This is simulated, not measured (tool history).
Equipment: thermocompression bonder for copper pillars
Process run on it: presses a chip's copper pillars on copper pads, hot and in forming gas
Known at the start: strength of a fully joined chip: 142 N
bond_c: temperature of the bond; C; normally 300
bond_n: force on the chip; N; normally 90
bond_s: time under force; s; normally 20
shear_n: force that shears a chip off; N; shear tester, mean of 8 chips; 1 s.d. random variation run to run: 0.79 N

run,hour,bond_c,bond_n,bond_s,shear_n
1,0,300,90,20,59.8
2,58.3,300,90,20,59.4
3,120.6,300,90,20,58.6
# hour 170.8: heater calibrated with a thermocouple chip
4,179.7,300,90,14,47.3
5,231.1,300,90,14,47
6,295.5,300,90,14,46.2
7,340.3,300,90,33,63.4
# hour 347.4: forming gas filter changed
8,395.8,300,90,33,69.2
9,455.8,300,90,33,70.4
10,493,300,90,21,59.8
11,572.3,300,90,20,58.2
12,648.8,300,90,20,58
13,689.3,300,90,20,57.4
14,738.2,300,90,20,55.7
15,792.9,300,90,20,54.3
16,859,300,90,20,54.3
17,917.2,300,90,20,55.1
18,951.1,300,90,20,54.6
19,1015.5,300,90,20,54.6
20,1057.9,302,85,10,40
21,1121.8,302,85,10,39.4
22,1155.7,273,135,12,41.7
23,1235.8,318,125,38,96.2
# hour 1247: forming gas filter changed
24,1299.9,318,127,38,110.3
25,1353.7,282,122,20,58.9
26,1421.6,282,122,20,59
27,1478.4,311,90,22,67.7
28,1542.7,311,90,49,87.8
29,1605.6,311,90,49,86.9
30,1684.3,311,90,49,85.3
31,1739.5,314,126,23,87
32,1779.3,277,112,21,49.3
33,1826.6,277,112,21,48.8
34,1875.1,300,114,10,51.8
35,1939.7,300,82,12,41.5
36,1977.3,279,122,43,66.4
# hour 1990.7: force cell calibrated
37,2020.7,295,79,15,42.8
38,2061.6,290,90,42,65.4

What if the next run were any one of these 3? Each begins from the tool's condition after run 38:
A,2139.5,314,119,26,?
B,2139.5,305,97,31,?
C,2139.5,300,90,42,?

run,shear_n
A,85.4
B,73.9
C,73.2
With the hidden condition removed and each run's random variation left untouched, the same runs would have given:
run,shear_n
A,94.5
B,81.5
C,80.6
